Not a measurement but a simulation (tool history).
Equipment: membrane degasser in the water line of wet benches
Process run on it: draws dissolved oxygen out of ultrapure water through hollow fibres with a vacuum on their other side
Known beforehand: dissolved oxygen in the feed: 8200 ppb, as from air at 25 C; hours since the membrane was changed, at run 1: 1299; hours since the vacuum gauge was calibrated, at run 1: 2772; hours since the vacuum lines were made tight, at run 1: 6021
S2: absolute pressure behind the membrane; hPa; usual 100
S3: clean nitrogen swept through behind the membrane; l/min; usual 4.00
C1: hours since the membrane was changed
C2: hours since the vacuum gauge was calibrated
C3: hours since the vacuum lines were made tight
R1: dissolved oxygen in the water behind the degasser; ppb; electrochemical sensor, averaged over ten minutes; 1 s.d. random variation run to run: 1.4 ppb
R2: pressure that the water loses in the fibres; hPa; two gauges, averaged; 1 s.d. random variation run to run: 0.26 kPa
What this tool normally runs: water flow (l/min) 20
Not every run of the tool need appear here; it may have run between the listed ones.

Run 1, hour 0.0: usual settings; C1 1299; C2 2772; C3 6021. Result: R1 144.2 ppb, R2 698.4 hPa.
Run 2, hour 85.4: usual settings but S3 2.69 l/min; C1 1384; C2 2857; C3 6107. Result: R1 180.3 ppb, R2 701.9 hPa.
Run 3, hour 133.1: usual settings but S3 2.69 l/min; C1 1432; C2 2905; C3 6154. Result: R1 183.9 ppb, R2 698.2 hPa.
Run 4, hour 192.1: usual settings but S3 2.69 l/min; C1 1491; C2 2964; C3 6213. Result: R1 182.4 ppb, R2 702.4 hPa.
Run 5, hour 232.4: usual settings but S3 2.69 l/min; C1 1531; C2 3005; C3 6254. Result: R1 182.4 ppb, R2 697.3 hPa.
Run 6, hour 312.7: usual settings but S2 143 hPa, S3 3.21 l/min; C1 1612; C2 3085; C3 6334. Result: R1 225.8 ppb, R2 699.3 hPa.
Run 7, hour 362.4: usual settings but water flow (l/min) 30, S2 81 hPa, S3 8.77 l/min; C1 1661; C2 3134; C3 6384. Result: R1 157.0 ppb, R2 1055.8 hPa.
At hour 368.7: vacuum gauge calibrated.
Run 8, hour 431.8: usual settings but water flow (l/min) 17, S2 81 hPa, S3 8.86 l/min; C1 1730; C2 63; C3 6453. Result: R1 71.0 ppb, R2 596.2 hPa.

Expected results for the next run?
Run 9, hour 468.7: usual settings but water flow (l/min) 17, S2 81 hPa, S3 5.68 l/min; C1 1767; C2 100; C3 6490. Result: R1 ?, R2 ?.

R1: 84.0 ppb
R2: 596.8 hPa
Had the tool carried no hidden state, the very same run would have given R1 80.1 ppb, R2 590.8 hPa.
